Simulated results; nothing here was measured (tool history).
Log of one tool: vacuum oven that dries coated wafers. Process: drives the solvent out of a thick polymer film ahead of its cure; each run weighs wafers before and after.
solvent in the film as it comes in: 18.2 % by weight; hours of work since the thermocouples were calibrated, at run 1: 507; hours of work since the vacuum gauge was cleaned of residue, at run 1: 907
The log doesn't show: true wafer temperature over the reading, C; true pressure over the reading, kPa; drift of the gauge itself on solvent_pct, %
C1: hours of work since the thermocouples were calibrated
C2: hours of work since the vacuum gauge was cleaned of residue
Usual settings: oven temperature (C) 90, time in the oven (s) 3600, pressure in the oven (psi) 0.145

run 1 hour=0 | oven_temperature_(C)=90 time_in_the_oven_(s)=3600 pressure_in_the_oven_(psi)=0.145 | C1=507 C2=907 | solvent_left_in_the_film_(%)=4.31
run 2 hour=43.9 | oven_temperature_(C)=90 time_in_the_oven_(s)=3600 pressure_in_the_oven_(psi)=0.145 | C1=528 C2=927 | solvent_left_in_the_film_(%)=4.33
run 3 hour=67.9 | oven_temperature_(C)=90 time_in_the_oven_(s)=3600 pressure_in_the_oven_(psi)=0.145 | C1=539 C2=939 | solvent_left_in_the_film_(%)=4.29
run 4 hour=107.9 | oven_temperature_(C)=90 time_in_the_oven_(s)=3600 pressure_in_the_oven_(psi)=0.145 | C1=558 C2=957 | solvent_left_in_the_film_(%)=4.29
run 5 hour=143.9 | oven_temperature_(C)=90 time_in_the_oven_(s)=3600 pressure_in_the_oven_(psi)=0.145 | C1=575 C2=974 | solvent_left_in_the_film_(%)=4.32
run 6 hour=177.2 | oven_temperature_(C)=90 time_in_the_oven_(s)=3600 pressure_in_the_oven_(psi)=0.145 | C1=590 C2=989 | solvent_left_in_the_film_(%)=4.28
run 7 hour=220.9 | oven_temperature_(C)=90 time_in_the_oven_(s)=3600 pressure_in_the_oven_(psi)=0.145 | C1=610 C2=1010 | solvent_left_in_the_film_(%)=4.34
-- hour=249.2 vacuum gauge cleaned of residue and calibrated
run 8 hour=250.3 | oven_temperature_(C)=77 time_in_the_oven_(s)=3600 pressure_in_the_oven_(psi)=0.145 | C1=623 C2=0 | solvent_left_in_the_film_(%)=8.55
run 9 hour=270.8 | oven_temperature_(C)=77 time_in_the_oven_(s)=3600 pressure_in_the_oven_(psi)=0.145 | C1=633 C2=10 | solvent_left_in_the_film_(%)=8.53
run 10 hour=311.5 | oven_temperature_(C)=77 time_in_the_oven_(s)=3600 pressure_in_the_oven_(psi)=0.145 | C1=652 C2=29 | solvent_left_in_the_film_(%)=8.56
run 11 hour=358.8 | oven_temperature_(C)=78 time_in_the_oven_(s)=3600 pressure_in_the_oven_(psi)=0.145 | C1=674 C2=51 | solvent_left_in_the_film_(%)=8.16
run 12 hour=400 | oven_temperature_(C)=90 time_in_the_oven_(s)=3600 pressure_in_the_oven_(psi)=0.145 | C1=693 C2=70 | solvent_left_in_the_film_(%)=3.85
run 13 hour=431.3 | oven_temperature_(C)=90 time_in_the_oven_(s)=3600 pressure_in_the_oven_(psi)=0.145 | C1=708 C2=85 | solvent_left_in_the_film_(%)=3.83
run 14 hour=455.2 | oven_temperature_(C)=90 time_in_the_oven_(s)=3600 pressure_in_the_oven_(psi)=0.145 | C1=719 C2=96 | solvent_left_in_the_film_(%)=3.84
run 15 hour=486.7 | oven_temperature_(C)=90 time_in_the_oven_(s)=3600 pressure_in_the_oven_(psi)=0.223 | C1=734 C2=111 | solvent_left_in_the_film_(%)=4.31
run 16 hour=515 | oven_temperature_(C)=90 time_in_the_oven_(s)=3600 pressure_in_the_oven_(psi)=0.223 | C1=747 C2=124 | solvent_left_in_the_film_(%)=4.34
run 17 hour=561.8 | oven_temperature_(C)=90 time_in_the_oven_(s)=2220 pressure_in_the_oven_(psi)=0.223 | C1=769 C2=146 | solvent_left_in_the_film_(%)=6.6
run 18 hour=586.1 | oven_temperature_(C)=86 time_in_the_oven_(s)=3960 pressure_in_the_oven_(psi)=0.145 | C1=780 C2=157 | solvent_left_in_the_film_(%)=4.73
run 19 hour=630.5 | oven_temperature_(C)=76 time_in_the_oven_(s)=4140 pressure_in_the_oven_(psi)=0.145 | C1=801 C2=178 | solvent_left_in_the_film_(%)=8.24
run 20 hour=653.3 | oven_temperature_(C)=76 time_in_the_oven_(s)=4140 pressure_in_the_oven_(psi)=0.145 | C1=811 C2=188 | solvent_left_in_the_film_(%)=8.3
run 21 hour=676 | oven_temperature_(C)=94 time_in_the_oven_(s)=3600 pressure_in_the_oven_(psi)=0.145 | C1=822 C2=199 | solvent_left_in_the_film_(%)=2.67
run 22 hour=704.6 | oven_temperature_(C)=96 time_in_the_oven_(s)=3480 pressure_in_the_oven_(psi)=0.155 | C1=835 C2=212 | solvent_left_in_the_film_(%)=2.38
run 23 hour=742.9 | oven_temperature_(C)=97 time_in_the_oven_(s)=3480 pressure_in_the_oven_(psi)=0.126 | C1=853 C2=230 | solvent_left_in_the_film_(%)=2
run 24 hour=769.3 | oven_temperature_(C)=91 time_in_the_oven_(s)=5520 pressure_in_the_oven_(psi)=0.558 | C1=865 C2=242 | solvent_left_in_the_film_(%)=4.8
run 25 hour=792.4 | oven_temperature_(C)=90 time_in_the_oven_(s)=5160 pressure_in_the_oven_(psi)=0.28 | C1=876 C2=253 | solvent_left_in_the_film_(%)=3.42
run 26 hour=839.5 | oven_temperature_(C)=95 time_in_the_oven_(s)=3600 pressure_in_the_oven_(psi)=0.499 | C1=898 C2=275 | solvent_left_in_the_film_(%)=4.42
run 27 hour=885 | oven_temperature_(C)=85 time_in_the_oven_(s)=3000 pressure_in_the_oven_(psi)=0.096 | C1=919 C2=296 | solvent_left_in_the_film_(%)=6.17

Hidden state at the last listed run before each entry between runs and at the first one after, where it differs:
Between runs 7 and 8: vacuum gauge cleaned of residue and calibrated (hour 249.2)
  true wafer temperature over the reading, C: 0.48 -> 0.49; true pressure over the reading, kPa: 0.502 -> 0.001
  measured less the result without the state, solvent left in the film (%): +0.3 -> -0.17

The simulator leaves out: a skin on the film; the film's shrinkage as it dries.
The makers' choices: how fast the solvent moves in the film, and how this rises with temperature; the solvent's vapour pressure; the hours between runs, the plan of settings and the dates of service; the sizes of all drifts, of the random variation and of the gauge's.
